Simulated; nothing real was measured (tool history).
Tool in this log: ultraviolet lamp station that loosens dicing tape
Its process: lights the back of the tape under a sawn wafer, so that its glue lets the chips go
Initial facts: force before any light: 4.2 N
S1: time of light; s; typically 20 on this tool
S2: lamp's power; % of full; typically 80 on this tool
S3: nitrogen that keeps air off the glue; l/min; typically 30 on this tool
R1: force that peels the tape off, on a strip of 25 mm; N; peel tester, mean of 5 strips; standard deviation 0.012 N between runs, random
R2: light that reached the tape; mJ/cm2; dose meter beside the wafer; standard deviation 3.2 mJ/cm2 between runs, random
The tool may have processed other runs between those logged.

run,day,S1,S2,S3,R1,R2
1,0,20,80,30,0.61,475
2,3.208,20,80,30,0.653,469
3,6.308,20,80,30,0.679,447
4,8.921,20,80,30,0.705,438
5,10.358,12,80,30,1.39,263
6,12.871,20,80,30,0.746,430
7,15.708,20,80,33,0.734,413
8,17.271,20,80,33,0.748,407
9,18.592,20,80,33,0.777,401
10,21.279,20,80,33,0.799,391
11,23.35,20,80,33,0.846,382
12,26.217,20,94,33,0.7,430
13,28.321,20,80,30,0.952,353
14,31.412,20,84,30,0.92,358
15,34.604,17,80,30,1.255,280
16,36.4,20,80,52,0.834,319
17,38.862,20,80,52,0.854,316
18,42.075,20,97,52,0.413,491
19,43.954,31,80,16,0.659,618
20,46.938,31,80,16,0.649,611
21,48.875,10,75,16,2.351,177
22,50.617,11,67,48,1.709,170
23,52.971,11,67,48,1.755,168
24,55.029,20,89,47,0.631,395
25,57.546,13,77,15,2.072,213
26,60.133,21,98,18,0.984,438
27,62.979,16,80,14,1.791,261
28,65.938,16,80,29,1.193,299
29,67.783,33,83,11,0.831,625
30,69.908,33,83,11,0.861,612
31,72.842,23,85,14,1.151,422
32,75.504,13,72,26,1.782,199
33,78.171,13,72,26,1.937,189

Removed from this log: 3 entries logged between the listed runs. Between which two listed runs does each belong, and how does the tool's hidden state at the listed run before it compare with that at the listed run after it?
Run 11 -> run 12: window cleaned of glue's vapour (day 24.367)
  lamp's light, % of a new lamp's: 86.7 -> 85.8; light that the window lets through, % of a clean one's: 86.1 -> 82.6
  measured value less the no-hidden-state value, R1: +0.307 -> +0.292 N; R2: -130 -> -176 mJ/cm2
Run 17 -> run 18: window cleaned of glue's vapour, once more (day 39.946)
  lamp's light, % of a new lamp's: 82 -> 81.1; light that the window lets through, % of a clean one's: 75.2 -> 98.1
  measured value less the no-hidden-state value, R1: +0.447 -> +0.118 N; R2: -195 -> -127 mJ/cm2
Run 27 -> run 28: window cleaned of glue's vapour (day 64.204)
  lamp's light, % of a new lamp's: 74.7 -> 73.8; light that the window lets through, % of a clean one's: 86.2 -> 99
  measured value less the no-hidden-state value, R1: +0.619 -> +0.402 N; R2: -146 -> -111 mJ/cm2
